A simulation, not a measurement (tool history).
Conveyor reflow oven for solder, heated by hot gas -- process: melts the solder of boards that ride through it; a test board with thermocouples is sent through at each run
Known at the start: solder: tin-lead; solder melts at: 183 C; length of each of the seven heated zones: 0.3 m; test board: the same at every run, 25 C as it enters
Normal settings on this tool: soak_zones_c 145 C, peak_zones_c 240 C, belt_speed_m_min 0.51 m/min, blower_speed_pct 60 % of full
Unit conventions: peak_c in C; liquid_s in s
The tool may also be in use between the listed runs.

run	hour	soak_zones_c	peak_zones_c	belt_speed_m_min	blower_speed_pct	peak_c	liquid_s
1	0	145	240	0.51	60	217.02	54.5
2	46.8	145	240	0.51	60	216.91	54.6
# hour 74.9: flux residue cleaned out of gas plates and filters
3	140.6	145	240	0.51	60	217.92	55.7
4	190.9	145	240	0.51	60	217.93	55.6
5	257.5	145	240	0.51	60	217.92	55.4
6	302.4	145	240	0.51	60	217.89	55.7
7	356	145	240	0.51	60	217.77	55.3
8	448	145	240	0.51	60	217.62	55.5
9	534.8	145	240	0.51	60	217.6	55.4
# hour 585.5: flux residue cleaned out of gas plates and filters
10	608	145	240	0.51	60	218.84	56.9
11	652	145	240	0.51	60	218.76	56.7
12	700.9	145	246	0.51	60	223.73	60
13	762.9	145	240	0.568	60	214.43	46.9
# hour 812.3: belt drive overhauled, speed set with a stopwatch
14	816	145	240	0.568	60	213.06	45

Forecast run 15:
15	891.4	145	240	0.568	60	?	?

{"run 15": {"peak_c": 213.04, "liquid_s": 45.1}}
Without the tool's hidden state the same run would have given peak_c 213.39 C, liquid_s 45.5 s.
